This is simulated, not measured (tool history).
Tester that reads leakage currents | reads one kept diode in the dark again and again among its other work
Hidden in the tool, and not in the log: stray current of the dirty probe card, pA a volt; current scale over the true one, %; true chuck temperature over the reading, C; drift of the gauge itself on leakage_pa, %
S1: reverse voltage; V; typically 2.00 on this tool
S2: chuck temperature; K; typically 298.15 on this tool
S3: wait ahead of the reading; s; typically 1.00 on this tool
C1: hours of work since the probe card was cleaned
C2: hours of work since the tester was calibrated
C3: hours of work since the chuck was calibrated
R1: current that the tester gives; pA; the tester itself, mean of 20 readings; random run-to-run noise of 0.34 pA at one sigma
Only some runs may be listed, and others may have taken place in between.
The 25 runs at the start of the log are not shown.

run    hour     S1      S2    S3    C1    C2   C3      R1
 26  1638.9   4.01  298.15  1.00  1112  1870  379  158.80
 27  1705.1   2.05  303.15  9.78  1143  1901  411  178.78
 28  1744.9   4.24  303.15  1.08  1162  1920  429  231.89
 29  1796.1   2.00  322.15  1.54  1186  1944  453  635.21
 30  1839.5   2.00  322.15  1.54  1207  1965  474  637.17
 31  1912.4   2.00  322.15  1.54  1241  1999  508  643.21
     1937.9  -- chuck's temperature calibrated
 32  1987.0   6.61  324.15  0.46  1275  2033   23  997.83
 33  2048.9  10.78  297.15  1.00  1304  2063   52  197.65
 34  2136.9   1.19  304.15  1.00  1346  2104   94  152.32
 35  2178.7  16.41  304.15  1.12  1365  2124  114  379.50
 36  2233.2  16.41  304.15  1.12  1391  2149  139  381.93
 37  2280.6  16.41  304.15  1.12  1414  2172  162  385.14
 38  2347.6  16.41  304.15  1.12  1445  2203  193  386.39
 39  2404.6  10.80  304.15  1.12  1472  2230  220  335.57

Consider 5 possible next runs. They are alternatives, not a sequence: every one starts from the tool as it was left by run 39. What does each give?
  A  2468.1  10.80  304.15  0.63  1502  2260  250   ?
  B  2468.1   9.11  298.15  0.96  1502  2260  250   ?
  C  2468.1   4.31  315.15  3.03  1502  2260  250   ?
  D  2468.1   2.00  298.15  0.79  1502  2260  250   ?
  E  2468.1  10.80  307.15  0.86  1502  2260  250   ?

run      R1
  A  341.64
  B  209.96
  C  510.83
  D  122.84
  E  414.85
What these runs would have given with no unlogged condition in the tool:
run      R1
  A  308.17
  B  186.82
  C  472.53
  D  112.07
  E  376.54

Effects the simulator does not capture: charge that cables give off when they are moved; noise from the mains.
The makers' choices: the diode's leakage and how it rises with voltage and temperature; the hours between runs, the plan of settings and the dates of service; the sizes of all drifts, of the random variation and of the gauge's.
